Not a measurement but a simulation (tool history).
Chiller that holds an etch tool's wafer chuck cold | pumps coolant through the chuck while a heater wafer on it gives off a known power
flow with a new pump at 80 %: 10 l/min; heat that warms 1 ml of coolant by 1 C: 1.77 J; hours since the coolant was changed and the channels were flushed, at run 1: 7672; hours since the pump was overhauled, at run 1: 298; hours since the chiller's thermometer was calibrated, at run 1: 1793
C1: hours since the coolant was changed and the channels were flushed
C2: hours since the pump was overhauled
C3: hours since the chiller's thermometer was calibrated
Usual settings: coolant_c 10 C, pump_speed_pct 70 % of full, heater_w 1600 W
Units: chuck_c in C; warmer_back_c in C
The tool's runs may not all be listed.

{"run": 1, "hour": 0.0, "coolant_c": 10, "pump_speed_pct": 70, "heater_w": 1600, "C1": 7672, "C2": 298, "C3": 1793, "chuck_c": 29.3, "warmer_back_c": 6.25}
{"run": 2, "hour": 105.4, "coolant_c": 8, "pump_speed_pct": 70, "heater_w": 1600, "C1": 7778, "C2": 403, "C3": 1898, "chuck_c": 27.3, "warmer_back_c": 6.28}
{"run": 3, "hour": 207.5, "coolant_c": 8, "pump_speed_pct": 70, "heater_w": 1600, "C1": 7880, "C2": 505, "C3": 2000, "chuck_c": 27.4, "warmer_back_c": 6.34}
{"run": 4, "hour": 298.8, "coolant_c": 8, "pump_speed_pct": 70, "heater_w": 1600, "C1": 7971, "C2": 596, "C3": 2091, "chuck_c": 27.5, "warmer_back_c": 6.28}
{"run": 5, "hour": 369.1, "coolant_c": 8, "pump_speed_pct": 70, "heater_w": 1829, "C1": 8041, "C2": 667, "C3": 2162, "chuck_c": 30.3, "warmer_back_c": 7.15}
{"run": 6, "hour": 442.0, "coolant_c": 10, "pump_speed_pct": 70, "heater_w": 1600, "C1": 8114, "C2": 739, "C3": 2235, "chuck_c": 29.5, "warmer_back_c": 6.27}
{"run": 7, "hour": 591.3, "coolant_c": 10, "pump_speed_pct": 70, "heater_w": 1600, "C1": 8264, "C2": 889, "C3": 2384, "chuck_c": 29.5, "warmer_back_c": 6.27}
{"run": 8, "hour": 662.5, "coolant_c": 10, "pump_speed_pct": 70, "heater_w": 1600, "C1": 8335, "C2": 960, "C3": 2455, "chuck_c": 29.7, "warmer_back_c": 6.37}
{"hour": 762.7, "done": "chiller's thermometer calibrated"}
{"run": 9, "hour": 780.6, "coolant_c": 10, "pump_speed_pct": 100, "heater_w": 1600, "C1": 8452, "C2": 1077, "C3": 18, "chuck_c": 26.5, "warmer_back_c": 4.45}
{"run": 10, "hour": 920.3, "coolant_c": 10, "pump_speed_pct": 78, "heater_w": 1600, "C1": 8591, "C2": 1217, "C3": 158, "chuck_c": 28.8, "warmer_back_c": 5.64}
{"run": 11, "hour": 1073.0, "coolant_c": 1, "pump_speed_pct": 70, "heater_w": 1600, "C1": 8744, "C2": 1370, "C3": 310, "chuck_c": 20.8, "warmer_back_c": 6.27}
{"run": 12, "hour": 1219.5, "coolant_c": 1, "pump_speed_pct": 70, "heater_w": 1600, "C1": 8891, "C2": 1516, "C3": 457, "chuck_c": 20.9, "warmer_back_c": 6.37}
{"run": 13, "hour": 1310.6, "coolant_c": 1, "pump_speed_pct": 70, "heater_w": 1600, "C1": 8982, "C2": 1607, "C3": 548, "chuck_c": 21.1, "warmer_back_c": 6.25}
{"run": 14, "hour": 1431.5, "coolant_c": 1, "pump_speed_pct": 70, "heater_w": 1600, "C1": 9103, "C2": 1728, "C3": 669, "chuck_c": 21.0, "warmer_back_c": 6.32}
{"run": 15, "hour": 1520.0, "coolant_c": 10, "pump_speed_pct": 70, "heater_w": 1600, "C1": 9191, "C2": 1816, "C3": 757, "chuck_c": 30.2, "warmer_back_c": 6.35}
{"run": 16, "hour": 1617.7, "coolant_c": 1, "pump_speed_pct": 70, "heater_w": 1600, "C1": 9289, "C2": 1914, "C3": 855, "chuck_c": 21.1, "warmer_back_c": 6.44}
{"run": 17, "hour": 1696.1, "coolant_c": 10, "pump_speed_pct": 69, "heater_w": 2389, "C1": 9367, "C2": 1993, "C3": 933, "chuck_c": 40.4, "warmer_back_c": 9.7}
{"run": 18, "hour": 1757.6, "coolant_c": 10, "pump_speed_pct": 69, "heater_w": 2389, "C1": 9429, "C2": 2054, "C3": 995, "chuck_c": 40.5, "warmer_back_c": 9.72}
{"run": 19, "hour": 1908.9, "coolant_c": 1, "pump_speed_pct": 63, "heater_w": 1600, "C1": 9580, "C2": 2205, "C3": 1146, "chuck_c": 22.5, "warmer_back_c": 7.02}
{"run": 20, "hour": 1994.3, "coolant_c": 10, "pump_speed_pct": 65, "heater_w": 1600, "C1": 9665, "C2": 2291, "C3": 1232, "chuck_c": 31.1, "warmer_back_c": 6.86}
{"run": 21, "hour": 2056.6, "coolant_c": 12, "pump_speed_pct": 60, "heater_w": 1600, "C1": 9728, "C2": 2353, "C3": 1294, "chuck_c": 34.0, "warmer_back_c": 7.47}
{"run": 22, "hour": 2179.3, "coolant_c": 13, "pump_speed_pct": 90, "heater_w": 1120, "C1": 9850, "C2": 2476, "C3": 1417, "chuck_c": 25.6, "warmer_back_c": 3.52}
{"run": 23, "hour": 2244.7, "coolant_c": 19, "pump_speed_pct": 90, "heater_w": 1918, "C1": 9916, "C2": 2541, "C3": 1482, "chuck_c": 40.6, "warmer_back_c": 5.97}
{"hour": 2343.7, "done": "coolant changed, channels flushed"}
{"run": 24, "hour": 2353.2, "coolant_c": 13, "pump_speed_pct": 90, "heater_w": 1098, "C1": 10, "C2": 2644, "C3": 1585, "chuck_c": 23.1, "warmer_back_c": 3.41}
{"run": 25, "hour": 2444.5, "coolant_c": 13, "pump_speed_pct": 90, "heater_w": 1098, "C1": 101, "C2": 2735, "C3": 1676, "chuck_c": 23.3, "warmer_back_c": 3.4}
{"run": 26, "hour": 2538.9, "coolant_c": 5, "pump_speed_pct": 75, "heater_w": 933, "C1": 195, "C2": 2829, "C3": 1770, "chuck_c": 14.8, "warmer_back_c": 3.48}
{"run": 27, "hour": 2623.4, "coolant_c": 5, "pump_speed_pct": 75, "heater_w": 933, "C1": 280, "C2": 2914, "C3": 1855, "chuck_c": 14.7, "warmer_back_c": 3.48}
{"run": 28, "hour": 2753.2, "coolant_c": 5, "pump_speed_pct": 75, "heater_w": 933, "C1": 409, "C2": 3044, "C3": 1985, "chuck_c": 14.7, "warmer_back_c": 3.52}
{"run": 29, "hour": 2840.0, "coolant_c": 1, "pump_speed_pct": 72, "heater_w": 1585, "C1": 496, "C2": 3131, "C3": 2071, "chuck_c": 18.0, "warmer_back_c": 6.22}
{"run": 30, "hour": 2954.2, "coolant_c": 10, "pump_speed_pct": 72, "heater_w": 1332, "C1": 611, "C2": 3245, "C3": 2186, "chuck_c": 24.2, "warmer_back_c": 5.28}
{"run": 31, "hour": 3105.0, "coolant_c": 19, "pump_speed_pct": 81, "heater_w": 1283, "C1": 761, "C2": 3395, "C3": 2336, "chuck_c": 31.9, "warmer_back_c": 4.45}

Some steps in chuck_c between neighbouring runs. How much of each would the tool show without its hidden state too (settings, what came in, random variation), and how much is left for the hidden state, with any gauge scatter that isn't in both results?
The hidden state here: heat passed by the chuck's channels, % of clean ones'; flow at a given pump speed, % of a new pump's; coolant's true temperature over the reading, C; drift of the gauge itself on chuck_c, C; drift of the gauge itself on warmer_back_c, C.
Run 16 -> 17: coolant_c 1 -> 10, pump_speed_pct 70 -> 69, heater_w 1600 -> 2389. chuck_c +19.3 C: hidden state +1.8, all else +17.5.
Run 18 -> 19: coolant_c 10 -> 1, pump_speed_pct 69 -> 63, heater_w 2389 -> 1600. chuck_c -18.0 C: hidden state -1.5, all else -16.5.
Run 22 -> 23: coolant_c 13 -> 19, heater_w 1120 -> 1918. chuck_c +15.0 C: hidden state +1.7, all else +13.3.
Run 23 -> 24: coolant_c 19 -> 13, heater_w 1918 -> 1098, coolant changed, channels flushed. chuck_c -17.5 C: hidden state -3.7, all else -13.8.
